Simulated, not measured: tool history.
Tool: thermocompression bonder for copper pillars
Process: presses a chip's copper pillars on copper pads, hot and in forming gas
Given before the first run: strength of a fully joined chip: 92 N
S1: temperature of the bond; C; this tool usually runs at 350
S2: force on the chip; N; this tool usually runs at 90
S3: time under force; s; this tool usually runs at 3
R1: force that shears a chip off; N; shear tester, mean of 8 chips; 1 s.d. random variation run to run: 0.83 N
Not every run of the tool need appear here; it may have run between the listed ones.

{"run": 1, "day": 0.0, "S1": 350, "S2": 90, "S3": 3, "R1": 65}
{"run": 2, "day": 2.008, "S1": 350, "S2": 90, "S3": 3, "R1": 66.1}
{"run": 3, "day": 3.275, "S1": 341, "S2": 90, "S3": 3, "R1": 62.9}
{"run": 4, "day": 4.988, "S1": 350, "S2": 77, "S3": 3, "R1": 60.8}
{"run": 5, "day": 6.438, "S1": 350, "S2": 90, "S3": 3, "R1": 65.1}
{"run": 6, "day": 8.492, "S1": 350, "S2": 100, "S3": 3, "R1": 70.5}
{"day": 8.979, "done": "forming gas filter changed"}
{"run": 7, "day": 9.471, "S1": 356, "S2": 100, "S3": 3, "R1": 71.6}
{"run": 8, "day": 10.988, "S1": 349, "S2": 90, "S3": 3, "R1": 65.2}
{"run": 9, "day": 12.462, "S1": 349, "S2": 90, "S3": 3, "R1": 65}
{"day": 13.312, "done": "heater calibrated with a thermocouple chip"}
{"run": 10, "day": 13.921, "S1": 351, "S2": 90, "S3": 3, "R1": 67.1}
{"run": 11, "day": 15.496, "S1": 371, "S2": 90, "S3": 3, "R1": 73.8}
{"run": 12, "day": 16.979, "S1": 371, "S2": 90, "S3": 3, "R1": 73.3}
{"run": 13, "day": 18.912, "S1": 350, "S2": 61, "S3": 3, "R1": 49.5}
{"day": 19.629, "done": "forming gas filter changed"}
{"run": 14, "day": 20.217, "S1": 350, "S2": 61, "S3": 3, "R1": 49.7}
{"run": 15, "day": 21.938, "S1": 350, "S2": 90, "S3": 3, "R1": 65.8}
{"run": 16, "day": 23.612, "S1": 350, "S2": 90, "S3": 3, "R1": 64}
{"run": 17, "day": 24.975, "S1": 352, "S2": 90, "S3": 3, "R1": 67}
{"run": 18, "day": 26.775, "S1": 352, "S2": 90, "S3": 3, "R1": 66.1}
{"run": 19, "day": 28.596, "S1": 329, "S2": 90, "S3": 3, "R1": 57.7}
{"day": 30.167, "done": "forming gas filter changed"}
{"run": 20, "day": 30.492, "S1": 372, "S2": 90, "S3": 3, "R1": 71.3}
{"run": 21, "day": 32.483, "S1": 372, "S2": 90, "S3": 3, "R1": 73.9}
{"run": 22, "day": 34.042, "S1": 350, "S2": 122, "S3": 5, "R1": 83.7}

Run 23 has not been measured yet. What should we expect?
{"run": 23, "day": 35.683, "S1": 354, "S2": 59, "S3": 7, "R1": "?"}

Run 23 came out at R1 66.4 N.
Were there no unlogged condition in the tool, this run, its random variation unchanged, would have produced R1 66.6 N.

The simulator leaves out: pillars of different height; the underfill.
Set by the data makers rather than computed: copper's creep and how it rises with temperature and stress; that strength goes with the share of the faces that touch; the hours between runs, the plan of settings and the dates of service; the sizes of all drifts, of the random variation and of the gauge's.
